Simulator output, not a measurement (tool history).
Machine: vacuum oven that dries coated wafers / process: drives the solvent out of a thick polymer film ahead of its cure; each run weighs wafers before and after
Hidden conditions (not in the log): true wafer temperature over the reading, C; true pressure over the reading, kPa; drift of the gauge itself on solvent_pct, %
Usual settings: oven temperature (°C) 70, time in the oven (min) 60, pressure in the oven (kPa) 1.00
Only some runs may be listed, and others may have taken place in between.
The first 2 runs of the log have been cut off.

run	hour	oven temperature (°C)	time in the oven (min)	pressure in the oven (kPa)	hours of work since the thermocouples were calibrated	hours of work since the vacuum gauge was cleaned of residue	solvent left in the film (%)
3	45.7	70	60	1.00	70	147	3.46
4	69.5	58	60	1.00	80	157	9.51
5	97.7	70	60	1.00	92	168	3.51
6	124.7	70	60	1.00	103	179	3.58
7	140.6	70	60	1.00	109	186	3.59
8	159.6	70	60	1.83	117	194	4.19
9	190.8	70	60	1.83	130	206	4.20
10	205.1	73	60	1.00	135	212	2.58
11	236.7	70	60	1.76	148	225	4.16
12	257.2	70	60	1.09	157	233	3.68
13	279.3	70	60	1.09	166	243	3.73
14	296.4	70	60	1.09	173	249	3.67
15	329.8	70	60	1.09	186	263	3.76
16	352.7	70	60	1.09	196	272	3.64
17	385.6	70	32	1.09	209	286	7.62
18	404.8	70	32	1.09	217	294	7.69
19	425.4	78	32	1.09	225	302	4.02
20	447.5	78	32	1.09	234	311	4.02
21	468.8	70	60	1.00	243	320	3.59
22	489.0	70	60	1.00	251	328	3.67
23	504.8	80	60	1.00	258	334	0.99

What does the tool deliver on the next run?
24	538.1	68	33	1.04	271	348	?

solvent left in the film (%): 8.58
With no hidden state in the tool, this same run would have given solvent left in the film (%) 8.11.

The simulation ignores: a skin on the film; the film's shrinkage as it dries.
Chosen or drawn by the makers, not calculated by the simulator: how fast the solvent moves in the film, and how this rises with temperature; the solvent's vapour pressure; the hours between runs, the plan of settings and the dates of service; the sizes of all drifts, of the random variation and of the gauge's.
